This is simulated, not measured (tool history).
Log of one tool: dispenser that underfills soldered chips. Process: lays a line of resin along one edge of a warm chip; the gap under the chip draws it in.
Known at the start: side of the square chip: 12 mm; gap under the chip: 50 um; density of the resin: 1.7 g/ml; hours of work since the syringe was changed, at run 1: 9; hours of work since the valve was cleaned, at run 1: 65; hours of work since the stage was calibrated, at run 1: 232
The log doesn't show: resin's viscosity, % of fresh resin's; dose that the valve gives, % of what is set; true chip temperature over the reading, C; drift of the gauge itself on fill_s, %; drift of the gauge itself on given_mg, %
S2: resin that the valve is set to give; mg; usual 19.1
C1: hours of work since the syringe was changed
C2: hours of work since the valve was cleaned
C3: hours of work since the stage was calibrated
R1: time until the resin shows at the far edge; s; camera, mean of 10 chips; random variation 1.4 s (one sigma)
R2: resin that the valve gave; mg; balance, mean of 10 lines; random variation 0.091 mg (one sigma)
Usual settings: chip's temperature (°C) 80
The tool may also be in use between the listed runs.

run 1 day=0 | chip's_temperature_(°C)=80 S2=19.1 | C1=9 C2=65 C3=232 | R1=265.7 R2=18.63
-- day=0.071 new syringe of resin
run 2 day=0.304 | chip's_temperature_(°C)=80 S2=19.1 | C1=3 C2=69 C3=236 | R1=170.1 R2=18.49
run 3 day=0.721 | chip's_temperature_(°C)=80 S2=19.1 | C1=9 C2=75 C3=242 | R1=269.5 R2=18.33
-- day=0.812 new syringe of resin
run 4 day=1.096 | chip's_temperature_(°C)=80 S2=19.1 | C1=4 C2=80 C3=247 | R1=187.5 R2=18.4
run 5 day=1.321 | chip's_temperature_(°C)=80 S2=19.1 | C1=7 C2=84 C3=251 | R1=239.1 R2=18.16
-- day=1.521 new syringe of resin
run 6 day=1.521 | chip's_temperature_(°C)=80 S2=19.1 | C1=0 C2=86 C3=253 | R1=134.9 R2=18.36
run 7 day=1.838 | chip's_temperature_(°C)=80 S2=17.2 | C1=5 C2=91 C3=258 | R1=198.8 R2=16.41
run 8 day=2.079 | chip's_temperature_(°C)=75 S2=17.2 | C1=8 C2=94 C3=261 | R1=301 R2=16.39
-- day=2.238 new syringe of resin
run 9 day=2.45 | chip's_temperature_(°C)=75 S2=17.2 | C1=3 C2=100 C3=266 | R1=203.3 R2=16.47
run 10 day=2.729 | chip's_temperature_(°C)=75 S2=17.2 | C1=7 C2=104 C3=271 | R1=280 R2=16.33
-- day=2.971 new syringe of resin
run 11 day=3.129 | chip's_temperature_(°C)=67 S2=19.1 | C1=2 C2=109 C3=276 | R1=249.6 R2=17.84
run 12 day=3.408 | chip's_temperature_(°C)=67 S2=19.1 | C1=6 C2=113 C3=280 | R1=334 R2=18.08
-- day=3.708 new syringe of resin
run 13 day=3.725 | chip's_temperature_(°C)=67 S2=19.1 | C1=0 C2=118 C3=285 | R1=214.2 R2=17.94
run 14 day=4.042 | chip's_temperature_(°C)=72 S2=19.1 | C1=5 C2=122 C3=289 | R1=250.1 R2=17.91
-- day=4.421 new syringe of resin
run 15 day=4.421 | chip's_temperature_(°C)=68 S2=17.6 | C1=0 C2=127 C3=294 | R1=204.7 R2=16.54
run 16 day=4.775 | chip's_temperature_(°C)=71 S2=19.1 | C1=5 C2=133 C3=300 | R1=263.8 R2=17.93
-- day=5.133 new syringe of resin
run 17 day=5.158 | chip's_temperature_(°C)=71 S2=19.1 | C1=0 C2=138 C3=305 | R1=189.1 R2=17.7
-- day=5.271 dispensing valve cleaned and set on the balance
run 18 day=5.525 | chip's_temperature_(°C)=84 S2=23.1 | C1=5 C2=4 C3=310 | R1=172.4 R2=23.18
run 19 day=5.817 | chip's_temperature_(°C)=67 S2=20.6 | C1=9 C2=8 C3=314 | R1=416.8 R2=20.46
-- day=5.892 new syringe of resin
run 20 day=6.204 | chip's_temperature_(°C)=93 S2=20.6 | C1=5 C2=13 C3=319 | R1=126 R2=20.36
run 21 day=6.483 | chip's_temperature_(°C)=66 S2=19.3 | C1=9 C2=17 C3=323 | R1=407.3 R2=19.09
-- day=6.608 new syringe of resin
run 22 day=6.775 | chip's_temperature_(°C)=80 S2=21.5 | C1=2 C2=21 C3=327 | R1=158.3 R2=21.21
run 23 day=7.188 | chip's_temperature_(°C)=67 S2=22.5 | C1=8 C2=27 C3=333 | R1=382.8 R2=22.21

The next listed run, before its measurement:
-- day=7.329 new syringe of resin
run 24 day=7.575 | chip's_temperature_(°C)=67 S2=22.5 | C1=4 C2=33 C3=339 | R1=? R2=?

R1: 259.7 s
R2: 22.15 mg
Without the tool's hidden state the same run would have given R1 196.6 s, R2 22.51 mg.
